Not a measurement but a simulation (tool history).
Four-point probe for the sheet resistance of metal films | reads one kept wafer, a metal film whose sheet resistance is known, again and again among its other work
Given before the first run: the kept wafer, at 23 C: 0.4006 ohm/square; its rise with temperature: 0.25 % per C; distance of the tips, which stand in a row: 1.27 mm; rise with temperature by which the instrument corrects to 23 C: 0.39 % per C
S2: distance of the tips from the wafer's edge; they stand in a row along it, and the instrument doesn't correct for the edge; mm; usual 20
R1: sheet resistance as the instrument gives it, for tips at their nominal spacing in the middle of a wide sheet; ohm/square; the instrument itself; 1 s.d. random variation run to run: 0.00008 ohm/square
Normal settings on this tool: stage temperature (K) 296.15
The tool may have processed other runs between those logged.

run 1 hour=0.0 | stage_temperature_(K)=296.15 S2=20 | R1=0.400846
run 2 hour=16.6 | stage_temperature_(K)=296.15 S2=20 | R1=0.401053
run 3 hour=38.7 | stage_temperature_(K)=296.15 S2=20 | R1=0.400731
run 4 hour=53.1 | stage_temperature_(K)=296.15 S2=20 | R1=0.400948
run 5 hour=78.9 | stage_temperature_(K)=296.15 S2=20 | R1=0.400825
run 6 hour=97.0 | stage_temperature_(K)=296.15 S2=20 | R1=0.400864
run 7 hour=130.0 | stage_temperature_(K)=296.15 S2=20 | R1=0.400962
run 8 hour=151.3 | stage_temperature_(K)=298.15 S2=20 | R1=0.399821
run 9 hour=182.4 | stage_temperature_(K)=296.15 S2=4 | R1=0.420404
run 10 hour=198.7 | stage_temperature_(K)=296.15 S2=57 | R1=0.400058
run 11 hour=230.5 | stage_temperature_(K)=299.15 S2=6 | R1=0.407660
run 12 hour=255.7 | stage_temperature_(K)=303.15 S2=7 | R1=0.402941
run 13 hour=286.6 | stage_temperature_(K)=295.15 S2=57 | R1=0.400652
run 14 hour=311.6 | stage_temperature_(K)=298.15 S2=28 | R1=0.399133
run 15 hour=346.9 | stage_temperature_(K)=298.15 S2=28 | R1=0.399146
run 16 hour=363.6 | stage_temperature_(K)=298.15 S2=28 | R1=0.399178
run 17 hour=390.9 | stage_temperature_(K)=298.15 S2=28 | R1=0.399055
run 18 hour=423.5 | stage_temperature_(K)=296.15 S2=42 | R1=0.399993
run 19 hour=437.8 | stage_temperature_(K)=299.15 S2=7 | R1=0.405071
run 20 hour=467.9 | stage_temperature_(K)=304.15 S2=10 | R1=0.398842

Predict each of these 4 candidate next runs independently; none follows another, all start after run 20:
run A hour=493.2 | stage_temperature_(K)=298.15 S2=4 | R1=?
run B hour=493.2 | stage_temperature_(K)=300.15 S2=4 | R1=?
run C hour=493.2 | stage_temperature_(K)=300.15 S2=19 | R1=?
run D hour=493.2 | stage_temperature_(K)=292.15 S2=11 | R1=?

run=A R1=0.419079
run=B R1=0.418038
run=C R1=0.398444
run=D R1=0.404831
With the hidden condition removed and each run's random variation left untouched, the same runs would have given:
run=A R1=0.420018
run=B R1=0.418976
run=C R1=0.399341
run=D R1=0.405739
